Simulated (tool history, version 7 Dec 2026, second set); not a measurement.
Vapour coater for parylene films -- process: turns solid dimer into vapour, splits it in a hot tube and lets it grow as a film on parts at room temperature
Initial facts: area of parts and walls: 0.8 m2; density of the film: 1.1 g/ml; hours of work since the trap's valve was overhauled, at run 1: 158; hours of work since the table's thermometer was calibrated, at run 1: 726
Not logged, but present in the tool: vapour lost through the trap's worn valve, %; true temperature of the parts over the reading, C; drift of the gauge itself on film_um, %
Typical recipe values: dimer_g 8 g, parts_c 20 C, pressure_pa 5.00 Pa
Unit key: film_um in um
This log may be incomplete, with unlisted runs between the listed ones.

run,hour,dimer_g,parts_c,pressure_pa,hours of work since the trap's valve was overhauled,hours of work since the table's thermometer was calibrated,film_um
1,0.0,8,20,5.00,158,726,4.15
2,30.2,8,20,5.00,171,739,4.10
3,60.0,8,20,5.00,184,752,4.08
4,81.8,5,20,5.00,193,762,2.56
5,103.8,5,20,5.00,203,771,2.54
6,139.7,5,20,5.00,218,787,2.54
7,169.1,8,20,5.00,231,800,4.03
# hour 198.3: trap's valve overhauled
8,206.5,8,20,5.00,4,814,4.27
9,241.2,8,20,5.00,19,829,4.24

Estimate the outcome of run 10 from the log above:
10,283.7,8,20,9.32,37,848,?

Run 10 measured film_um 3.96 um.
Take away the tool's hidden state, keep the run-to-run variation as it was, and the same run would have given film_um 3.95 um.

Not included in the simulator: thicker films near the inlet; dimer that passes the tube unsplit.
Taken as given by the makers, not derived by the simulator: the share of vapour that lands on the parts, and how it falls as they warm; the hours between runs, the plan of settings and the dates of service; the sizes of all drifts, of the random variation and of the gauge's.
